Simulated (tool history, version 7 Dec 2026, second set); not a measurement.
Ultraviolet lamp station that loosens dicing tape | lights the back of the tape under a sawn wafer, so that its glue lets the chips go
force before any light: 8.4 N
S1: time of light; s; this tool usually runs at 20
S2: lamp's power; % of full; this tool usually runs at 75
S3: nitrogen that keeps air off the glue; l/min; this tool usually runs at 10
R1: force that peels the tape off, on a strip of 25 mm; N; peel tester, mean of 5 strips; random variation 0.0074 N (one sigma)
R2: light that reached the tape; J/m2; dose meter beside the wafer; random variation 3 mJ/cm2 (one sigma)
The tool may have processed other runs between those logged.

run	day	S1	S2	S3	R1	R2
1	0.000	20	75	10	0.386	3780
2	0.425	20	75	10	0.371	3740
3	1.071	20	75	10	0.381	3700
4	1.683	20	75	10	0.399	3720
5	2.092	20	70	10	0.466	3450
6	2.592	20	75	10	0.401	3660
7	2.958	20	75	10	0.406	3620
8	3.571	20	75	10	0.416	3660
9	3.900	20	75	10	0.416	3600
10	4.325	20	75	10	0.429	3580
11	4.650	20	75	10	0.428	3570
12	5.067	20	84	10	0.337	4010
13	5.500	20	84	10	0.339	3990
14	5.846	20	84	6	0.510	3940
15	6.429	20	84	6	0.510	3890
# day 6.842: window cleaned of glue's vapour
16	6.954	20	88	10	0.357	3890
17	7.521	20	75	10	0.518	3260
18	7.900	20	75	10	0.546	3240
19	8.512	20	75	10	0.517	3220
20	8.917	20	75	10	0.534	3210
21	9.367	32	78	8	0.237	5350
# day 9.658: window cleaned of glue's vapour, once more
22	9.758	11	83	17	0.741	2410

Run 23, settings as shown, results not yet in. Your forecast:
23	10.062	11	83	17	?	?

R1: 0.738 N
R2: 2390 J/m2
With no hidden state in the tool, this same run would have given R1 0.543 N, R2 2760 J/m2.
